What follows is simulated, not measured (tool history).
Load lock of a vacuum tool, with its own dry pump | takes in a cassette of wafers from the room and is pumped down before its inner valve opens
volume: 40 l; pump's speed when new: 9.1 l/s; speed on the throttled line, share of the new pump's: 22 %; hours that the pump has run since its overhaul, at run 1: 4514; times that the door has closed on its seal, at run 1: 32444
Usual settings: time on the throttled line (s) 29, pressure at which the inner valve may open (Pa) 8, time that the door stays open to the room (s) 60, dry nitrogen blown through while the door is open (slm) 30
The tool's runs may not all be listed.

run	hour	time on the throttled line (s)	pressure at which the inner valve may open (Pa)	time that the door stays open to the room (s)	dry nitrogen blown through while the door is open (slm)	hours that the pump has run since its overhaul	times that the door has closed on its seal	incoming humidity of the room's air, %	time from the closed door until the inner valve may open (s)	rise of the pressure with all valves shut (Pa/min)
1	0.0	29	8	60	30	4514	32444	43.8	66.5	0.174
2	417.1	29	8	60	30	4931	33322	45.5	66.6	0.188
3	732.6	21	8	60	30	5247	33985	42.8	61.4	0.184
4	924.1	21	8	60	30	5438	34389	44.1	60.7	0.186
5	1347.1	21	8	60	30	5861	35279	46.0	61.0	0.197
6	1757.0	29	8	60	30	6271	36142	44.9	67.0	0.202
7	2034.2	29	8	60	30	6548	36725	45.5	67.5	0.209
8	2379.9	29	8	60	30	6894	37452	43.5	67.5	0.210
9	2712.6	15	8	60	30	7227	38152	45.3	57.6	0.213
10	3059.8	29	8	60	6	7574	38883	43.9	68.3	0.238
11	3385.4	29	8	57	30	7899	39569	43.8	68.3	0.228
12	3656.4	29	8	57	30	8170	40139	41.7	68.3	0.229
13	4060.9	26	8	57	30	8575	40990	43.1	65.8	0.234
14	4320.5	26	8	57	30	8834	41536	42.3	65.5	0.236
15	4718.2	26	8	57	30	9232	42373	44.5	66.4	0.256
16	5163.7	26	8	57	30	9678	43311	43.4	66.2	0.249
17	5359.4	26	8	57	30	9873	43723	44.3	67.2	0.259
18	5754.1	29	8	60	30	10268	44554	45.6	68.7	0.261
19	6086.1	29	8	60	30	10600	45252	44.1	69.0	0.278
20	6453.8	29	8	60	30	10968	46026	48.0	69.0	0.279
21	6673.5	44	8	60	15	11188	46488	43.8	80.5	0.292
22	7122.4	44	8	60	15	11636	47433	45.6	80.6	0.312
23	7483.6	36	9	95	41	11998	48193	46.2	74.0	0.305
24	7706.3	36	9	49	14	12220	48662	45.1	74.4	0.315
25	8131.7	36	9	49	14	12646	49557	47.5	74.1	0.321
26	8554.5	39	14	49	45	13069	50447	43.5	74.8	0.318
27	8869.2	29	13	60	19	13383	51109	45.5	67.1	0.331
28	9087.8	29	7	100	30	13602	51570	44.6	70.4	0.333
29	9464.0	24	8	29	21	13978	52361	48.4	66.3	0.332
30	9771.5	56	8	157	6	14286	53008	43.3	90.8	0.391
31	10202.9	56	12	157	4	14717	53916	42.8	88.6	0.399
32	10563.6	56	12	157	4	15078	54675	46.7	87.8	0.416
33	11007.6	38	12	157	4	15522	55610	43.9	75.0	0.415
34	11311.3	25	12	157	4	15825	56249	45.3	65.7	0.428
35	11752.1	58	13	53	8	16266	57177	47.1	89.9	0.410
36	12119.5	58	13	53	8	16634	57950	43.0	89.4	0.410

4 ways to go on from here, each from the tool as it stands after run 36. What would each give?
A	12530.7	21	13	47	8	17045	58815	44.0	?	?
B	12530.7	29	8	82	30	17045	58815	44.4	?	?
C	12530.7	29	9	60	30	17045	58815	43.4	?	?
D	12530.7	29	8	60	16	17045	58815	43.2	?	?

run	time from the closed door until the inner valve may open (s)	rise of the pressure with all valves shut (Pa/min)
A	61.9	0.426
B	70.9	0.412
C	71.3	0.405
D	71.1	0.411
Without the tool's hidden state the same runs would have given:
run	time from the closed door until the inner valve may open (s)	rise of the pressure with all valves shut (Pa/min)
A	55.4	0.054
B	64.1	0.041
C	64.6	0.032
D	64.3	0.039

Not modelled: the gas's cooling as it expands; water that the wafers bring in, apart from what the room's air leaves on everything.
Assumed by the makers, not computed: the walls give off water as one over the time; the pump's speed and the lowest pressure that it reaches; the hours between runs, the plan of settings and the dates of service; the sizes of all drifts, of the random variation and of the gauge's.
